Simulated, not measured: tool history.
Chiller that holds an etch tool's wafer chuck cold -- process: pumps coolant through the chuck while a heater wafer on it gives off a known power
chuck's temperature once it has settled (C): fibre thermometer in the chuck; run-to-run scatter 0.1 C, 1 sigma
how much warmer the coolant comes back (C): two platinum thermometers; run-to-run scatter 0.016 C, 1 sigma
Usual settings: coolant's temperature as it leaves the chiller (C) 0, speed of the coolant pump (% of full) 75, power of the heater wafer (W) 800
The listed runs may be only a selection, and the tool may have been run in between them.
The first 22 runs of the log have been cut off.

| run | hour | coolant's temperature as it leaves the chiller (C) | speed of the coolant pump (% of full) | power of the heater wafer (W) | chuck's temperature once it has settled (C) | how much warmer the coolant comes back (C) |
|---|---|---|---|---|---|---|
| 23 | 956.6 | -5 | 99 | 607 | -0.6 | 1.69 |
| 24 | 989.1 | 0 | 68 | 1160 | 11.7 | 4.81 |
| 25 | 1035.1 | 0 | 68 | 1160 | 11.9 | 4.77 |
| 26 | 1093.2 | -10 | 75 | 989 | -0.8 | 3.66 |
| 27 | 1131.8 | -8 | 75 | 1001 | 1.1 | 3.73 |
| 28 | 1168.8 | -8 | 75 | 800 | -0.5 | 2.92 |
| 29 | 1219.9 | -8 | 75 | 800 | -0.4 | 2.91 |
| 30 | 1262.6 | -8 | 75 | 800 | -0.5 | 2.91 |
| 31 | 1303.3 | -8 | 75 | 800 | -0.5 | 2.90 |
| 32 | 1339.5 | -4 | 86 | 800 | 2.5 | 2.50 |
| 33 | 1383.9 | 0 | 86 | 800 | 6.5 | 2.50 |

Alternative continuations, all from the tool just after run 33; predict every row:
|  | 1399.4 | gauge calibrated |
| A | 1430.2 | 1 | 80 | 420 | ? | ? |
|  | 1399.4 | gauge calibrated |
| B | 1430.2 | 0 | 90 | 800 | ? | ? |
|  | 1399.4 | gauge calibrated |
| C | 1430.2 | -3 | 74 | 623 | ? | ? |

| run | chuck's temperature once it has settled (C) | how much warmer the coolant comes back (C) |
|---|---|---|
| A | 4.7 | 1.48 |
| B | 6.1 | 2.47 |
| C | 3.0 | 2.36 |
Stripped of hidden state, with their random variation kept, the same runs would have yielded:
| run | chuck's temperature once it has settled (C) | how much warmer the coolant comes back (C) |
|---|---|---|
| A | 4.7 | 1.49 |
| B | 6.1 | 2.47 |
| C | 2.9 | 2.37 |
